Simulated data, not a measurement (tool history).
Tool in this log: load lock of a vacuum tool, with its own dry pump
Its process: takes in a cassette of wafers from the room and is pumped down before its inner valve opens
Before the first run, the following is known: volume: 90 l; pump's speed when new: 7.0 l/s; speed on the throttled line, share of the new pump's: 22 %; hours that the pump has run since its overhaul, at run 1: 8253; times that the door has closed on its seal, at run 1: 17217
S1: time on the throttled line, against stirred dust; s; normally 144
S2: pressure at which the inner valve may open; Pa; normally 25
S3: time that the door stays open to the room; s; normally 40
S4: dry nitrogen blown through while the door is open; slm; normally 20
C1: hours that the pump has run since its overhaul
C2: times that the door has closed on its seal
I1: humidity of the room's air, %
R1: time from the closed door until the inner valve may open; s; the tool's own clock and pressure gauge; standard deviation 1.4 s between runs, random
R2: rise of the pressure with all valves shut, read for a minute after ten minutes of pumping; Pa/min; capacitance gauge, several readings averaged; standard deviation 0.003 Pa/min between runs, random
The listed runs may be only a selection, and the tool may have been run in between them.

Run 1, hour 0: usual settings; C1 8253; C2 17217; I1 45.7. Result: R1 228.7 s, R2 0.106 Pa/min.
Run 2, hour 126.5: usual settings but S1 126 s; C1 8380; C2 17508; I1 45. Result: R1 213.7 s, R2 0.105 Pa/min.
Run 3, hour 220.3: usual settings; C1 8473; C2 17724; I1 43.8. Result: R1 223.7 s, R2 0.112 Pa/min.
Run 4, hour 337.3: usual settings; C1 8590; C2 17993; I1 44. Result: R1 229.1 s, R2 0.106 Pa/min.
Run 5, hour 513.2: usual settings but S2 20 Pa; C1 8766; C2 18398; I1 45.7. Result: R1 231.6 s, R2 0.114 Pa/min.
Run 6, hour 685.7: usual settings; C1 8939; C2 18795; I1 44.6. Result: R1 229.8 s, R2 0.119 Pa/min.
Run 7, hour 838.1: usual settings; C1 9091; C2 19146; I1 46.3. Result: R1 229 s, R2 0.114 Pa/min.
Run 8, hour 997.8: usual settings but S1 239 s, S3 145 s; C1 9251; C2 19513; I1 43.6. Result: R1 299.5 s, R2 0.125 Pa/min.
Run 9, hour 1162.4: usual settings but S1 162 s, S2 34 Pa, S3 74 s, S4 5 slm; C1 9416; C2 19892; I1 43.2. Result: R1 237.4 s, R2 0.14 Pa/min.
Run 10, hour 1297.8: usual settings but S3 69 s, S4 10 slm; C1 9551; C2 20204; I1 41.5. Result: R1 227.5 s, R2 0.133 Pa/min.
Run 11, hour 1456.5: usual settings but S1 226 s, S3 229 s, S4 30 slm; C1 9710; C2 20569; I1 49. Result: R1 287.9 s, R2 0.13 Pa/min.
Run 12, hour 1552.2: usual settings but S2 28 Pa; C1 9805; C2 20789; I1 45.1. Result: R1 226.4 s, R2 0.13 Pa/min.

Consider 5 possible next runs. They are alternatives, not a sequence: every one starts from the tool as it was left by run 12. What does each give?
Run A, hour 1643.3: usual settings but S2 39 Pa, S3 51 s, S4 24 slm; C1 9896; C2 20999; I1 49.3. Result: R1 ?, R2 ?.
Run B, hour 1643.3: usual settings but S1 152 s; C1 9896; C2 20999; I1 45.7. Result: R1 ?, R2 ?.
Run C, hour 1643.3: usual settings but S2 49 Pa, S4 4 slm; C1 9896; C2 20999; I1 44.8. Result: R1 ?, R2 ?.
Run D, hour 1643.3: usual settings but S2 29 Pa, S3 61 s, S4 5 slm; C1 9896; C2 20999; I1 45.5. Result: R1 ?, R2 ?.
Run E, hour 1643.3: usual settings but S1 194 s, S2 20 Pa, S3 36 s; C1 9896; C2 20999; I1 48.7. Result: R1 ?, R2 ?.

run     R1     R2
  A  221.2   0.14
  B  234.4  0.131
  C  219.4  0.137
  D  224.5  0.136
  E  268.2  0.131
What these runs would have given with no unlogged condition in the tool:
run     R1     R2
  A  212.9  0.024
  B  225.6  0.018
  C  211.4  0.019
  D  215.8  0.021
  E  260.2  0.016
